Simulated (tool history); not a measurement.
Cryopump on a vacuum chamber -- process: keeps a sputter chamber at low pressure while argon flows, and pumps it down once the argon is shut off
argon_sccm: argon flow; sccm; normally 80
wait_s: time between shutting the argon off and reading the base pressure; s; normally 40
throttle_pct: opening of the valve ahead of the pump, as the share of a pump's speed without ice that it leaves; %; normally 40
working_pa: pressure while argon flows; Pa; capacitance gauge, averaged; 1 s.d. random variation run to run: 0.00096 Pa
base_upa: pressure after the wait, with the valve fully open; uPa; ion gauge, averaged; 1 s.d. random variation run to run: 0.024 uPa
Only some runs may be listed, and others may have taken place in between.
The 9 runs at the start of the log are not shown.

run 10 hour=319.0 | argon_sccm=62 wait_s=40 throttle_pct=40 | working_pa=0.1612 base_upa=0.97
run 11 hour=345.8 | argon_sccm=80 wait_s=30 throttle_pct=40 | working_pa=0.2109 base_upa=1.19
run 12 hour=368.1 | argon_sccm=80 wait_s=30 throttle_pct=40 | working_pa=0.2108 base_upa=1.25
run 13 hour=392.5 | argon_sccm=45 wait_s=40 throttle_pct=40 | working_pa=0.1199 base_upa=1.07
run 14 hour=431.6 | argon_sccm=45 wait_s=40 throttle_pct=40 | working_pa=0.1195 base_upa=1.05
run 15 hour=470.0 | argon_sccm=80 wait_s=40 throttle_pct=40 | working_pa=0.2118 base_upa=1.08
run 16 hour=497.0 | argon_sccm=80 wait_s=116 throttle_pct=40 | working_pa=0.2121 base_upa=0.64
run 17 hour=541.2 | argon_sccm=80 wait_s=116 throttle_pct=40 | working_pa=0.2144 base_upa=0.68
run 18 hour=573.5 | argon_sccm=80 wait_s=207 throttle_pct=20 | working_pa=0.4199 base_upa=0.56
run 19 hour=611.4 | argon_sccm=147 wait_s=239 throttle_pct=28 | working_pa=0.5520 base_upa=0.55
run 20 hour=648.9 | argon_sccm=80 wait_s=113 throttle_pct=18 | working_pa=0.4649 base_upa=0.77
run 21 hour=672.5 | argon_sccm=67 wait_s=101 throttle_pct=30 | working_pa=0.2375 base_upa=0.81
run 22 hour=708.2 | argon_sccm=67 wait_s=101 throttle_pct=30 | working_pa=0.2411 base_upa=0.89
run 23 hour=746.9 | argon_sccm=101 wait_s=245 throttle_pct=31 | working_pa=0.3536 base_upa=0.70
run 24 hour=773.0 | argon_sccm=101 wait_s=245 throttle_pct=31 | working_pa=0.3517 base_upa=0.72
run 25 hour=810.9 | argon_sccm=65 wait_s=161 throttle_pct=22 | working_pa=0.3144 base_upa=0.79
run 26 hour=844.0 | argon_sccm=48 wait_s=96 throttle_pct=19 | working_pa=0.2688 base_upa=0.98
run 27 hour=878.7 | argon_sccm=154 wait_s=193 throttle_pct=40 | working_pa=0.4293 base_upa=0.78
run 28 hour=919.5 | argon_sccm=154 wait_s=193 throttle_pct=31 | working_pa=0.5430 base_upa=0.86
run 29 hour=940.0 | argon_sccm=154 wait_s=193 throttle_pct=31 | working_pa=0.5467 base_upa=0.89
run 30 hour=962.6 | argon_sccm=154 wait_s=193 throttle_pct=31 | working_pa=0.5485 base_upa=0.91
run 31 hour=997.7 | argon_sccm=63 wait_s=173 throttle_pct=33 | working_pa=0.2104 base_upa=0.94
run 32 hour=1036.9 | argon_sccm=63 wait_s=173 throttle_pct=33 | working_pa=0.2106 base_upa=0.97
run 33 hour=1056.2 | argon_sccm=63 wait_s=173 throttle_pct=33 | working_pa=0.2131 base_upa=1.06

Consider 4 possible next runs. They are alternatives, not a sequence: every one starts from the tool as it was left by run 33. What does each give?
run A hour=1092.7 | argon_sccm=101 wait_s=173 throttle_pct=33 | working_pa=? base_upa=?
run B hour=1092.7 | argon_sccm=90 wait_s=173 throttle_pct=33 | working_pa=? base_upa=?
run C hour=1092.7 | argon_sccm=35 wait_s=173 throttle_pct=24 | working_pa=? base_upa=?
run D hour=1092.7 | argon_sccm=87 wait_s=173 throttle_pct=33 | working_pa=? base_upa=?

run=A working_pa=0.3433 base_upa=1.03
run=B working_pa=0.3048 base_upa=1.07
run=C working_pa=0.1596 base_upa=1.03
run=D working_pa=0.2934 base_upa=1.06
What these runs would have given with no unlogged condition in the tool:
run=A working_pa=0.3129 base_upa=0.32
run=B working_pa=0.2779 base_upa=0.38
run=C working_pa=0.1491 base_upa=0.35
run=D working_pa=0.2675 base_upa=0.35
